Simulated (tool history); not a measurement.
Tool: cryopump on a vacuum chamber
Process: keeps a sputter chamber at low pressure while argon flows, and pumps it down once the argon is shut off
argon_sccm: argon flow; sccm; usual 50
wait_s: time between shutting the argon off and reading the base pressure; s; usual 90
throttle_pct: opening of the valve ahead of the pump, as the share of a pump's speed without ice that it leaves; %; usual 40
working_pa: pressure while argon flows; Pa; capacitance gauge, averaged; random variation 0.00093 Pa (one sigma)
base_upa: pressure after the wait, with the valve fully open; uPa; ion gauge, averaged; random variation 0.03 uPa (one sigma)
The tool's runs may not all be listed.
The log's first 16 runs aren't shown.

run   hour  argon_sccm  wait_s  throttle_pct  working_pa  base_upa
 17  476.8          50      90            40      0.2128      3.59
 18  506.6          50      90            50      0.1747      3.75
 19  532.4          50      90            50      0.1745      3.74
 20  560.7          50      90            50      0.1762      3.85
 21  580.1          50      39            21      0.3908      5.35
 22  613.2          50      39            21      0.3943      5.48
 23  653.1          51      39            21      0.4013      5.57
     682.7  -- pump warmed up, emptied and cooled again
 24  692.0          75      53            40      0.2961      4.30
 25  718.9          24      75            19      0.1962      3.73
 26  744.3          48      90            29      0.2606      3.52
 27  780.3          55      85            40      0.2184      3.78
 28  807.2          23     150            24      0.1511      3.11
 29  838.6          23     150            24      0.1503      3.15
 30  871.2          23     150            19      0.1902      3.23
 31  904.5          57      49            59      0.1585      4.79
 32  940.0          50     272            16      0.4959      3.01
 33  976.4          50     272            16      0.4934      3.01

5 ways to go on from here, each from the tool as it stands after run 33. What would each give?
  A  1015.1          50     146            16           ?         ?
  B  1015.1          50     224            16           ?         ?
  C  1015.1          50     272            27           ?         ?
  D  1015.1          33      27            28           ?         ?
  E  1015.1          63     272            32           ?         ?

run  working_pa  base_upa
  A      0.4973      3.55
  B      0.4957      3.21
  C      0.2967      3.21
  D      0.1890      6.94
  E      0.3179      3.10
Without the tool's hidden state the same runs would have given:
run  working_pa  base_upa
  A      0.4894      1.05
  B      0.4878      0.76
  C      0.2888      0.70
  D      0.1838      4.41
  E      0.3080      0.68
